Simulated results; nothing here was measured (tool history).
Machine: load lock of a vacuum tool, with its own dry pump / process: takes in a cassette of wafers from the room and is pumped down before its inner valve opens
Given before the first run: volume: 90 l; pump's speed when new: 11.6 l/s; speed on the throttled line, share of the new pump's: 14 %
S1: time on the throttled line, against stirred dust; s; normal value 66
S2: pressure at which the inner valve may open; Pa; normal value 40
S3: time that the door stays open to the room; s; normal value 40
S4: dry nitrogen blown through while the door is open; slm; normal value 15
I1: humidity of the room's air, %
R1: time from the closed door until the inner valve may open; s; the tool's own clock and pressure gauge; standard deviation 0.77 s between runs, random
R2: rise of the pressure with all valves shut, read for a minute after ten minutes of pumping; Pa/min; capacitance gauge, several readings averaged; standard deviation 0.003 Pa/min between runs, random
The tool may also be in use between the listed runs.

{"run": 1, "day": 0.0, "S1": 66, "S2": 40, "S3": 40, "S4": 15, "I1": 44.1, "R1": 119.5, "R2": 0.017}
{"run": 2, "day": 7.967, "S1": 66, "S2": 40, "S3": 40, "S4": 15, "I1": 47.6, "R1": 116.1, "R2": 0.02}
{"run": 3, "day": 19.292, "S1": 66, "S2": 40, "S3": 40, "S4": 15, "I1": 44.5, "R1": 117.8, "R2": 0.018}
{"run": 4, "day": 24.75, "S1": 94, "S2": 40, "S3": 40, "S4": 15, "I1": 43.0, "R1": 141.2, "R2": 0.013}
{"run": 5, "day": 32.862, "S1": 94, "S2": 40, "S3": 40, "S4": 15, "I1": 46.0, "R1": 141.0, "R2": 0.022}
{"run": 6, "day": 42.388, "S1": 94, "S2": 40, "S3": 40, "S4": 15, "I1": 42.4, "R1": 141.8, "R2": 0.013}
{"run": 7, "day": 48.633, "S1": 66, "S2": 40, "S3": 130, "S4": 15, "I1": 47.1, "R1": 116.5, "R2": 0.041}
{"run": 8, "day": 58.062, "S1": 66, "S2": 40, "S3": 130, "S4": 15, "I1": 46.8, "R1": 118.6, "R2": 0.043}
{"run": 9, "day": 63.879, "S1": 66, "S2": 40, "S3": 40, "S4": 4, "I1": 41.1, "R1": 118.1, "R2": 0.024}
{"run": 10, "day": 72.433, "S1": 66, "S2": 40, "S3": 40, "S4": 15, "I1": 42.7, "R1": 118.5, "R2": 0.016}
{"run": 11, "day": 84.45, "S1": 66, "S2": 40, "S3": 40, "S4": 15, "I1": 40.9, "R1": 116.9, "R2": 0.013}
{"run": 12, "day": 95.138, "S1": 66, "S2": 33, "S3": 40, "S4": 15, "I1": 44.4, "R1": 119.3, "R2": 0.017}
{"run": 13, "day": 101.596, "S1": 66, "S2": 40, "S3": 40, "S4": 15, "I1": 47.9, "R1": 116.4, "R2": 0.023}
{"run": 14, "day": 110.217, "S1": 66, "S2": 40, "S3": 40, "S4": 15, "I1": 47.3, "R1": 117.8, "R2": 0.02}
{"run": 15, "day": 120.304, "S1": 66, "S2": 40, "S3": 42, "S4": 15, "I1": 42.5, "R1": 118.0, "R2": 0.02}
{"run": 16, "day": 126.212, "S1": 66, "S2": 40, "S3": 42, "S4": 15, "I1": 47.0, "R1": 117.4, "R2": 0.022}
{"run": 17, "day": 135.042, "S1": 66, "S2": 40, "S3": 42, "S4": 15, "I1": 48.2, "R1": 117.3, "R2": 0.023}
{"run": 18, "day": 144.7, "S1": 81, "S2": 40, "S3": 112, "S4": 15, "I1": 46.5, "R1": 130.1, "R2": 0.042}
{"run": 19, "day": 155.067, "S1": 81, "S2": 40, "S3": 112, "S4": 15, "I1": 42.0, "R1": 130.0, "R2": 0.032}
{"run": 20, "day": 161.621, "S1": 66, "S2": 47, "S3": 35, "S4": 15, "I1": 44.9, "R1": 116.6, "R2": 0.006}
{"run": 21, "day": 168.267, "S1": 56, "S2": 40, "S3": 141, "S4": 15, "I1": 44.8, "R1": 108.8, "R2": 0.047}
{"run": 22, "day": 179.683, "S1": 56, "S2": 40, "S3": 141, "S4": 15, "I1": 45.9, "R1": 109.2, "R2": 0.044}
{"run": 23, "day": 186.675, "S1": 78, "S2": 40, "S3": 40, "S4": 15, "I1": 47.7, "R1": 128.9, "R2": 0.017}
{"run": 24, "day": 192.012, "S1": 78, "S2": 40, "S3": 40, "S4": 15, "I1": 47.9, "R1": 127.1, "R2": 0.019}

What does the tool deliver on the next run?
{"run": 25, "day": 201.575, "S1": 61, "S2": 29, "S3": 29, "S4": 35, "I1": 40.0, "R1": "?", "R2": "?"}

{"run 25": {"R1": 116.0, "R2": 0.012}}
If the tool had no hidden condition, the same run with the same run-to-run variation would have returned R1 116.0 s, R2 0.011 Pa/min.
